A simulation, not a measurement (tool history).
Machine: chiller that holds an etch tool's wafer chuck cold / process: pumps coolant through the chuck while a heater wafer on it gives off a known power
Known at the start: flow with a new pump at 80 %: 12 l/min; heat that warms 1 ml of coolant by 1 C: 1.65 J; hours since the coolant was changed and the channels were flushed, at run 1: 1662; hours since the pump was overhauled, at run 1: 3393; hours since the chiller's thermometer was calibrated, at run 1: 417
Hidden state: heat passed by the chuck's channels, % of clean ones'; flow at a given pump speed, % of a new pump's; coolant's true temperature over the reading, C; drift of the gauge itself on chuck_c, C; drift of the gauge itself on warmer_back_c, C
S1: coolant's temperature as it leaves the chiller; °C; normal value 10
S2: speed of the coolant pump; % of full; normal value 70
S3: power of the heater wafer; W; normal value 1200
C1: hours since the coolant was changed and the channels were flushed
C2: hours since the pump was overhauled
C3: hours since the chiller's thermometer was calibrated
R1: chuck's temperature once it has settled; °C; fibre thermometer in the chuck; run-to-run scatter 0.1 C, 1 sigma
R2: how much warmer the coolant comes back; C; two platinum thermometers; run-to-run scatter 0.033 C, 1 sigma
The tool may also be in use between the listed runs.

{"run": 1, "day": 0.0, "S1": 10, "S2": 70, "S3": 1200, "C1": 1662, "C2": 3393, "C3": 417, "R1": 20.4, "R2": 4.42}
{"run": 2, "day": 4.954, "S1": 10, "S2": 70, "S3": 1200, "C1": 1781, "C2": 3511, "C3": 536, "R1": 20.5, "R2": 4.5}
{"run": 3, "day": 9.746, "S1": 10, "S2": 70, "S3": 1200, "C1": 1896, "C2": 3627, "C3": 651, "R1": 20.5, "R2": 4.47}
{"run": 4, "day": 13.058, "S1": 10, "S2": 70, "S3": 1200, "C1": 1976, "C2": 3706, "C3": 731, "R1": 20.5, "R2": 4.46}
{"run": 5, "day": 17.033, "S1": 10, "S2": 70, "S3": 1361, "C1": 2071, "C2": 3801, "C3": 826, "R1": 22.2, "R2": 5.04}
{"run": 6, "day": 20.217, "S1": 10, "S2": 70, "S3": 1361, "C1": 2147, "C2": 3878, "C3": 903, "R1": 22.2, "R2": 5.06}
{"run": 7, "day": 24.979, "S1": 10, "S2": 70, "S3": 1200, "C1": 2262, "C2": 3992, "C3": 1017, "R1": 20.6, "R2": 4.46}
{"run": 8, "day": 29.912, "S1": 10, "S2": 74, "S3": 1200, "C1": 2380, "C2": 4110, "C3": 1135, "R1": 20, "R2": 4.21}
{"run": 9, "day": 35.288, "S1": 10, "S2": 74, "S3": 1200, "C1": 2509, "C2": 4240, "C3": 1264, "R1": 20, "R2": 4.25}
{"run": 10, "day": 40.154, "S1": 12, "S2": 81, "S3": 819, "C1": 2626, "C2": 4356, "C3": 1381, "R1": 18.1, "R2": 2.55}
{"run": 11, "day": 44.412, "S1": 10, "S2": 82, "S3": 1200, "C1": 2728, "C2": 4458, "C3": 1483, "R1": 19.1, "R2": 3.75}
{"run": 12, "day": 47.408, "S1": 10, "S2": 82, "S3": 1200, "C1": 2800, "C2": 4530, "C3": 1555, "R1": 18.8, "R2": 3.81}
{"run": 13, "day": 51.521, "S1": 10, "S2": 91, "S3": 861, "C1": 2899, "C2": 4629, "C3": 1654, "R1": 15.6, "R2": 2.39}
{"run": 14, "day": 54.133, "S1": 17, "S2": 99, "S3": 1016, "C1": 2961, "C2": 4692, "C3": 1717, "R1": 23.3, "R2": 2.57}
{"run": 15, "day": 56.85, "S1": 4, "S2": 75, "S3": 1560, "C1": 3027, "C2": 4757, "C3": 1782, "R1": 17, "R2": 5.47}
{"run": 16, "day": 61.604, "S1": 15, "S2": 62, "S3": 1396, "C1": 3141, "C2": 4871, "C3": 1896, "R1": 29.1, "R2": 6.08}
{"run": 17, "day": 65.908, "S1": 8, "S2": 72, "S3": 1396, "C1": 3244, "C2": 4974, "C3": 1999, "R1": 20, "R2": 5.12}

Run by run, hidden condition taken away, random variation retained:
run=1 R1=19.9 R2=4.2
run=2 R1=19.9 R2=4.28
run=3 R1=20 R2=4.24
run=4 R1=19.9 R2=4.22
run=5 R1=21.4 R2=4.76
run=6 R1=21.5 R2=4.77
run=7 R1=20 R2=4.2
run=8 R1=19.4 R2=3.96
run=9 R1=19.4 R2=3.99
run=10 R1=17.8 R2=2.39
run=11 R1=18.5 R2=3.51
run=12 R1=18.2 R2=3.56
run=13 R1=15.3 R2=2.23
run=14 R1=23 R2=2.39
run=15 R1=16 R2=5.09
run=16 R1=28 R2=5.66
run=17 R1=19 R2=4.75
